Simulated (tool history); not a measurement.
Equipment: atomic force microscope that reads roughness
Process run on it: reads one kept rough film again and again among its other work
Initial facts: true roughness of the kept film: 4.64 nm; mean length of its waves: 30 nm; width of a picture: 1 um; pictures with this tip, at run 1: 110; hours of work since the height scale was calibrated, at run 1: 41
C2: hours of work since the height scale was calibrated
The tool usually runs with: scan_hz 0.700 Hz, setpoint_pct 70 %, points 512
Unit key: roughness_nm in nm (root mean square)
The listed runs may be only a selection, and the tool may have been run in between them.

{"run": 1, "hour": 0.0, "scan_hz": 0.7, "setpoint_pct": 70, "points": 512, "pictures with this tip": 110, "C2": 41, "roughness_nm": 3.326}
{"run": 2, "hour": 50.9, "scan_hz": 0.7, "setpoint_pct": 59, "points": 512, "pictures with this tip": 183, "C2": 69, "roughness_nm": 3.034}
{"hour": 80.4, "done": "new tip fitted"}
{"run": 3, "hour": 104.6, "scan_hz": 0.885, "setpoint_pct": 59, "points": 512, "pictures with this tip": 35, "C2": 98, "roughness_nm": 3.733}
{"run": 4, "hour": 156.1, "scan_hz": 0.885, "setpoint_pct": 59, "points": 512, "pictures with this tip": 109, "C2": 127, "roughness_nm": 3.303}
{"run": 5, "hour": 199.4, "scan_hz": 0.885, "setpoint_pct": 59, "points": 512, "pictures with this tip": 172, "C2": 150, "roughness_nm": 2.993}
{"hour": 239.0, "done": "new tip fitted"}
{"run": 6, "hour": 255.3, "scan_hz": 0.885, "setpoint_pct": 59, "points": 512, "pictures with this tip": 23, "C2": 180, "roughness_nm": 3.746}
{"hour": 261.1, "done": "height scale calibrated on a step standard"}
{"run": 7, "hour": 300.7, "scan_hz": 0.885, "setpoint_pct": 59, "points": 512, "pictures with this tip": 87, "C2": 22, "roughness_nm": 3.356}
{"run": 8, "hour": 343.5, "scan_hz": 0.623, "setpoint_pct": 82, "points": 326, "pictures with this tip": 149, "C2": 45, "roughness_nm": 2.914}

What does the tool deliver on the next run?
{"run": 9, "hour": 385.1, "scan_hz": 0.623, "setpoint_pct": 82, "points": 326, "pictures with this tip": 209, "C2": 68, "roughness_nm": "?"}

{"run 9": {"roughness_nm": 2.68}}
With the hidden condition absent and the run-to-run variation left alone, this run would have shown roughness_nm 3.777 nm (root mean square).

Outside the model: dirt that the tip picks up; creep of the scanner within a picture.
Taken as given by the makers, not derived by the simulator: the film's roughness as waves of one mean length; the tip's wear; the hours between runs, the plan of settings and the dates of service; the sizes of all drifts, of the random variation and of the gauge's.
